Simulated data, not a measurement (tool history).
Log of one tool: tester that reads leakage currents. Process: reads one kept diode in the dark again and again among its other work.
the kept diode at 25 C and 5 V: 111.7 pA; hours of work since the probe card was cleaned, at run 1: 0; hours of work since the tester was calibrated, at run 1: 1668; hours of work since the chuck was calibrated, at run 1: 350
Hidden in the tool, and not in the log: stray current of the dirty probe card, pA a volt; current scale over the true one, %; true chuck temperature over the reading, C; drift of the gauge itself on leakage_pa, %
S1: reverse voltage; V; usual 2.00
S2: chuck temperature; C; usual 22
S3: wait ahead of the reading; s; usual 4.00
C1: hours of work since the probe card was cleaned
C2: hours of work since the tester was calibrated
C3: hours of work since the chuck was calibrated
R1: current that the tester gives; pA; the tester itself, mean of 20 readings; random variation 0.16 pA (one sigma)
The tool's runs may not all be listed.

| run | hour | S1 | S2 | S3 | C1 | C2 | C3 | R1 |
|---|---|---|---|---|---|---|---|---|
| 1 | 0.0 | 2.00 | 22 | 4.00 | 0 | 1668 | 350 | 52.05 |
| 2 | 71.5 | 2.00 | 22 | 4.00 | 49 | 1717 | 399 | 52.19 |
| 3 | 129.8 | 2.00 | 22 | 4.00 | 88 | 1756 | 438 | 52.25 |
| 4 | 162.8 | 2.00 | 22 | 4.00 | 111 | 1779 | 461 | 52.00 |
| 5 | 237.5 | 2.00 | 22 | 1.84 | 162 | 1829 | 511 | 52.02 |
| 6 | 317.9 | 2.00 | 22 | 1.84 | 216 | 1884 | 566 | 52.26 |
| 7 | 374.3 | 2.11 | 22 | 4.00 | 255 | 1922 | 604 | 53.84 |
| 8 | 418.1 | 2.11 | 22 | 4.00 | 284 | 1952 | 634 | 53.61 |
| 9 | 483.0 | 2.11 | 22 | 4.00 | 328 | 1996 | 678 | 53.93 |
| 10 | 561.6 | 2.00 | 22 | 5.77 | 382 | 2050 | 732 | 52.15 |
| 11 | 595.9 | 8.54 | 46 | 4.00 | 405 | 2073 | 755 | 671.65 |
| 12 | 653.7 | 1.31 | 24 | 0.31 | 445 | 2112 | 794 | 48.14 |
| 13 | 705.4 | 7.13 | 41 | 1.79 | 480 | 2148 | 830 | 435.02 |
| 14 | 763.0 | 7.13 | 36 | 1.52 | 519 | 2187 | 869 | 305.92 |
| 15 | 834.8 | 7.13 | 36 | 1.52 | 568 | 2236 | 918 | 307.59 |
| 16 | 882.4 | 7.12 | 35 | 1.33 | 600 | 2268 | 950 | 287.19 |
| 17 | 959.8 | 5.78 | 22 | 1.13 | 653 | 2321 | 1003 | 97.57 |
| 18 | 1014.6 | 5.78 | 22 | 5.67 | 690 | 2358 | 1040 | 97.02 |
| 19 | 1092.7 | 6.49 | 53 | 3.21 | 743 | 2411 | 1093 | 898.39 |

Forecast each of these 4 alternatives for the next run:
| A | 1161.0 | 1.39 | 35 | 0.73 | 790 | 2457 | 1139 | ? |
| B | 1161.0 | 3.79 | 28 | 6.87 | 790 | 2457 | 1139 | ? |
| C | 1161.0 | 1.31 | 41 | 1.23 | 790 | 2457 | 1139 | ? |
| D | 1161.0 | 2.87 | 43 | 2.58 | 790 | 2457 | 1139 | ? |

| run | R1 |
|---|---|
| A | 110.38 |
| B | 119.94 |
| C | 160.89 |
| D | 291.39 |
Without the tool's hidden state the same runs would have given:
| run | R1 |
|---|---|
| A | 110.29 |
| B | 119.83 |
| C | 160.77 |
| D | 291.18 |
